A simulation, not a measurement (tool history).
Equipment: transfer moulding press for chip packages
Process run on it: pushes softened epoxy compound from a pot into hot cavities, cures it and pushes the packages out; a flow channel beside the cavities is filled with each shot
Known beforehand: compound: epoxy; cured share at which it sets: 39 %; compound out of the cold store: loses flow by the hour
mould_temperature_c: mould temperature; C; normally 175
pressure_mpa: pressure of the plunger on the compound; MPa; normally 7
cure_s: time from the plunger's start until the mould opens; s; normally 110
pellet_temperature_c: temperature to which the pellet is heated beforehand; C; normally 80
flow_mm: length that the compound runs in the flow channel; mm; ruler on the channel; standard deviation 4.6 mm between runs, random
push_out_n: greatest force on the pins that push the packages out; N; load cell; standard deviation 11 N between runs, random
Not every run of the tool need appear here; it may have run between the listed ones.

| run | hour | mould_temperature_c | pressure_mpa | cure_s | pellet_temperature_c | incoming compound's hours out of the cold store | flow_mm | push_out_n |
|---|---|---|---|---|---|---|---|---|
| 1 | 0 | 175 | 7 | 110 | 80 | 16.4 | 705 | 607 |
| 2 | 9.1 | 175 | 7 | 110 | 80 | 8.6 | 720 | 647 |
| 3 | 13.9 | 175 | 7 | 110 | 80 | 31.7 | 650 | 628 |
| 4 | 19.7 | 175 | 7 | 110 | 80 | 24.6 | 669 | 648 |
| 5 | 26 | 175 | 7 | 110 | 80 | 47.3 | 605 | 653 |
| 6 | 30.3 | 175 | 7 | 110 | 89 | 24.8 | 677 | 698 |
|  | 33.3 | cavities cleaned with cleaning compound and waxed |
| 7 | 36.5 | 175 | 7 | 110 | 89 | 15.1 | 697 | 800 |
| 8 | 44.9 | 175 | 7 | 110 | 89 | 43.1 | 614 | 795 |
| 9 | 52.6 | 175 | 7 | 110 | 80 | 32.2 | 644 | 827 |
| 10 | 61.2 | 175 | 7 | 110 | 80 | 40.4 | 629 | 844 |
| 11 | 67.8 | 175 | 5.89 | 110 | 80 | 23.6 | 619 | 855 |
|  | 71.3 | plunger's sealing rings changed |
|  | 77 | cavities cleaned with cleaning compound and waxed, once more |
| 12 | 79.3 | 175 | 7 | 130 | 80 | 14.5 | 729 | 453 |
| 13 | 83.9 | 175 | 7 | 130 | 80 | 44.4 | 645 | 481 |
| 14 | 93 | 175 | 7 | 110 | 80 | 32.2 | 682 | 586 |
| 15 | 97.9 | 175 | 7 | 110 | 80 | 37.3 | 654 | 597 |
| 16 | 101.9 | 170 | 7 | 101 | 77 | 45.1 | 651 | 953 |
| 17 | 108 | 171 | 7 | 101 | 89 | 11.4 | 751 | 1022 |
| 18 | 115.7 | 180 | 7 | 101 | 89 | 33.8 | 656 | 611 |
|  | 123.6 | cavities cleaned with cleaning compound and waxed |
| 19 | 126.1 | 183 | 7 | 141 | 86 | 17.9 | 693 | 406 |
| 20 | 133.8 | 181 | 7 | 91 | 80 | 17.8 | 704 | 567 |
| 21 | 140.6 | 172 | 7 | 110 | 80 | 22.7 | 716 | 729 |
| 22 | 146.7 | 172 | 7 | 110 | 80 | 46.5 | 633 | 704 |
| 23 | 153.5 | 172 | 7 | 110 | 80 | 38.2 | 657 | 735 |
| 24 | 162 | 174 | 7.4 | 145 | 80 | 39.8 | 674 | 554 |
|  | 170.2 | cavities cleaned with cleaning compound and waxed |
| 25 | 171.7 | 180 | 7.43 | 114 | 85 | 38.8 | 658 | 448 |
| 26 | 179.1 | 177 | 7.43 | 116 | 85 | 24.1 | 710 | 521 |
| 27 | 182.8 | 174 | 6.43 | 106 | 80 | 44.8 | 607 | 628 |
| 28 | 187.4 | 172 | 7.06 | 102 | 76 | 16.4 | 732 | 913 |
| 29 | 192.4 | 181 | 8.12 | 102 | 76 | 9.7 | 782 | 594 |

Branching from run 29: 4 alternative next runs. What would each branch give?
| A | 198.9 | 175 | 7 | 110 | 80 | 25.9 | ? | ? |
| B | 198.9 | 181 | 8.37 | 137 | 72 | 26.9 | ? | ? |
| C | 198.9 | 175 | 7 | 131 | 80 | 28.8 | ? | ? |
| D | 198.9 | 183 | 7 | 93 | 89 | 39.4 | ? | ? |

| run | flow_mm | push_out_n |
|---|---|---|
| A | 674 | 665 |
| B | 734 | 512 |
| C | 673 | 565 |
| D | 631 | 612 |
Stripped of hidden state, with their random variation kept, the same runs would have yielded:
| run | flow_mm | push_out_n |
|---|---|---|
| A | 685 | 520 |
| B | 746 | 398 |
| C | 684 | 441 |
| D | 641 | 478 |
